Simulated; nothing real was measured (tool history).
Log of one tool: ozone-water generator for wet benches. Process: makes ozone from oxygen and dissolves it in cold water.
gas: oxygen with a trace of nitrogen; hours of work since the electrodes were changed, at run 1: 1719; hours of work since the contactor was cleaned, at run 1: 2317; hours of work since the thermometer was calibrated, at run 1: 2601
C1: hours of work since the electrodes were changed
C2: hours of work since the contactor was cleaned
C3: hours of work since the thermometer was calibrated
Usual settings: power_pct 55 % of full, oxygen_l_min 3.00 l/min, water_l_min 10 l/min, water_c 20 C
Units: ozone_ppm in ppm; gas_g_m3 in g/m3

Run 1, hour 0.0: usual settings; C1 1719; C2 2317; C3 2601. Result: ozone_ppm 13.5 ppm, gas_g_m3 126.2 g/m3.
Run 2, hour 62.1: usual settings; C1 1774; C2 2372; C3 2656. Result: ozone_ppm 13.4 ppm, gas_g_m3 126.8 g/m3.
Run 3, hour 114.5: usual settings; C1 1820; C2 2419; C3 2702. Result: ozone_ppm 13.5 ppm, gas_g_m3 126.9 g/m3.
Run 4, hour 160.0: usual settings; C1 1860; C2 2459; C3 2742. Result: ozone_ppm 13.4 ppm, gas_g_m3 126.1 g/m3.
Run 5, hour 232.4: usual settings but water_l_min 9 l/min; C1 1924; C2 2523; C3 2806. Result: ozone_ppm 14.5 ppm, gas_g_m3 126.1 g/m3.
Run 6, hour 278.7: usual settings; C1 1965; C2 2564; C3 2847. Result: ozone_ppm 13.4 ppm, gas_g_m3 125.7 g/m3.
Run 7, hour 327.9: usual settings; C1 2009; C2 2608; C3 2891. Result: ozone_ppm 13.2 ppm, gas_g_m3 125.7 g/m3.
Run 8, hour 426.9: usual settings; C1 2097; C2 2695; C3 2978. Result: ozone_ppm 13.4 ppm, gas_g_m3 125.7 g/m3.
Run 9, hour 479.3: usual settings but water_c 15 C; C1 2143; C2 2742; C3 3025. Result: ozone_ppm 14.3 ppm, gas_g_m3 124.8 g/m3.
Run 10, hour 544.2: usual settings but water_l_min 6 l/min; C1 2200; C2 2799; C3 3082. Result: ozone_ppm 18.1 ppm, gas_g_m3 127.3 g/m3.
Run 11, hour 634.7: usual settings but water_l_min 6 l/min; C1 2280; C2 2879; C3 3162. Result: ozone_ppm 18.0 ppm, gas_g_m3 125.0 g/m3.
Run 12, hour 729.0: usual settings; C1 2364; C2 2963; C3 3246. Result: ozone_ppm 13.3 ppm, gas_g_m3 124.5 g/m3.
Run 13, hour 811.7: usual settings; C1 2437; C2 3036; C3 3319. Result: ozone_ppm 13.2 ppm, gas_g_m3 125.7 g/m3.
Run 14, hour 867.6: usual settings; C1 2487; C2 3085; C3 3369. Result: ozone_ppm 13.2 ppm, gas_g_m3 124.9 g/m3.
Run 15, hour 920.8: usual settings but power_pct 46 % of full; C1 2534; C2 3133; C3 3416. Result: ozone_ppm 11.7 ppm, gas_g_m3 107.0 g/m3.
Run 16, hour 998.4: usual settings; C1 2602; C2 3201; C3 3484. Result: ozone_ppm 13.0 ppm, gas_g_m3 124.6 g/m3.
Run 17, hour 1086.1: usual settings but power_pct 74 % of full; C1 2680; C2 3279; C3 3562. Result: ozone_ppm 16.7 ppm, gas_g_m3 158.9 g/m3.
Run 18, hour 1184.8: usual settings but power_pct 49 % of full, water_l_min 14 l/min, water_c 13 C; C1 2767; C2 3366; C3 3649. Result: ozone_ppm 10.3 ppm, gas_g_m3 114.1 g/m3.
Run 19, hour 1279.0: usual settings but power_pct 49 % of full, water_l_min 14 l/min, water_c 13 C; C1 2851; C2 3450; C3 3733. Result: ozone_ppm 10.2 ppm, gas_g_m3 114.8 g/m3.
Run 20, hour 1364.8: usual settings but power_pct 49 % of full, oxygen_l_min 4.69 l/min, water_l_min 13 l/min, water_c 26 C; C1 2927; C2 3525; C3 3809. Result: ozone_ppm 8.9 ppm, gas_g_m3 91.1 g/m3.
Run 21, hour 1414.5: usual settings but power_pct 49 % of full, oxygen_l_min 4.69 l/min, water_l_min 13 l/min, water_c 26 C; C1 2971; C2 3569; C3 3853. Result: ozone_ppm 9.0 ppm, gas_g_m3 90.3 g/m3.
Run 22, hour 1518.3: usual settings but water_c 18 C; C1 3063; C2 3661; C3 3944. Result: ozone_ppm 13.6 ppm, gas_g_m3 123.7 g/m3.
Run 23, hour 1623.3: usual settings but water_c 18 C; C1 3156; C2 3754; C3 4037. Result: ozone_ppm 13.4 ppm, gas_g_m3 125.0 g/m3.
Run 24, hour 1711.2: usual settings but power_pct 63 % of full, oxygen_l_min 2.74 l/min, water_l_min 11 l/min, water_c 13 C; C1 3233; C2 3832; C3 4115. Result: ozone_ppm 14.9 ppm, gas_g_m3 144.2 g/m3.
Run 25, hour 1757.1: usual settings but oxygen_l_min 2.66 l/min, water_c 27 C; C1 3274; C2 3873; C3 4156. Result: ozone_ppm 11.7 ppm, gas_g_m3 130.5 g/m3.
Run 26, hour 1826.2: usual settings but water_c 13 C; C1 3335; C2 3934; C3 4217. Result: ozone_ppm 14.5 ppm, gas_g_m3 124.6 g/m3.
Run 27, hour 1872.4: usual settings but power_pct 75 % of full, oxygen_l_min 2.47 l/min, water_l_min 13 l/min, water_c 23 C; C1 3376; C2 3975; C3 4258. Result: ozone_ppm 13.1 ppm, gas_g_m3 176.1 g/m3.
Run 28, hour 1968.1: usual settings but oxygen_l_min 2.11 l/min, water_l_min 12 l/min; C1 3461; C2 4060; C3 4343. Result: ozone_ppm 11.0 ppm, gas_g_m3 148.2 g/m3.
Run 29, hour 2057.6: usual settings but oxygen_l_min 2.11 l/min, water_l_min 12 l/min; C1 3540; C2 4139; C3 4422. Result: ozone_ppm 10.9 ppm, gas_g_m3 146.8 g/m3.
Run 30, hour 2147.4: usual settings but power_pct 83 % of full, oxygen_l_min 2.19 l/min, water_l_min 14 l/min, water_c 25 C; C1 3619; C2 4218; C3 4501. Result: ozone_ppm 12.8 ppm, gas_g_m3 203.4 g/m3.
Run 31, hour 2240.6: usual settings but power_pct 62 % of full, oxygen_l_min 3.17 l/min, water_l_min 11 l/min; C1 3702; C2 4301; C3 4584. Result: ozone_ppm 13.1 ppm, gas_g_m3 133.3 g/m3.
Run 32, hour 2325.1: usual settings but power_pct 86 % of full, oxygen_l_min 3.58 l/min, water_l_min 7 l/min, water_c 17 C; C1 3777; C2 4375; C3 4659. Result: ozone_ppm 24.0 ppm, gas_g_m3 162.1 g/m3.
Run 33, hour 2422.1: usual settings but power_pct 86 % of full, oxygen_l_min 3.58 l/min, water_l_min 7 l/min, water_c 17 C; C1 3863; C2 4461; C3 4745. Result: ozone_ppm 23.4 ppm, gas_g_m3 160.9 g/m3.

Forecast each of these 4 alternatives for the next run:
Run A, hour 2493.1: usual settings but oxygen_l_min 2.95 l/min, water_l_min 13 l/min, water_c 17 C; C1 3925; C2 4524; C3 4807. Result: ozone_ppm ?, gas_g_m3 ?.
Run B, hour 2493.1: usual settings but oxygen_l_min 3.75 l/min, water_c 15 C; C1 3925; C2 4524; C3 4807. Result: ozone_ppm ?, gas_g_m3 ?.
Run C, hour 2493.1: usual settings but power_pct 86 % of full, oxygen_l_min 1.92 l/min, water_l_min 7 l/min, water_c 19 C; C1 3925; C2 4524; C3 4807. Result: ozone_ppm ?, gas_g_m3 ?.
Run D, hour 2493.1: usual settings but power_pct 86 % of full, oxygen_l_min 3.58 l/min, water_l_min 15 l/min, water_c 17 C; C1 3925; C2 4524; C3 4807. Result: ozone_ppm ?, gas_g_m3 ?.

run  ozone_ppm  gas_g_m3
  A       11.0     123.8
  B       13.9     110.0
  C       23.6     221.5
  D       14.2     162.7
Without the tool's hidden state the same runs would have given:
run  ozone_ppm  gas_g_m3
  A       12.3     129.0
  B       15.5     114.6
  C       26.6     235.3
  D       16.3     172.8
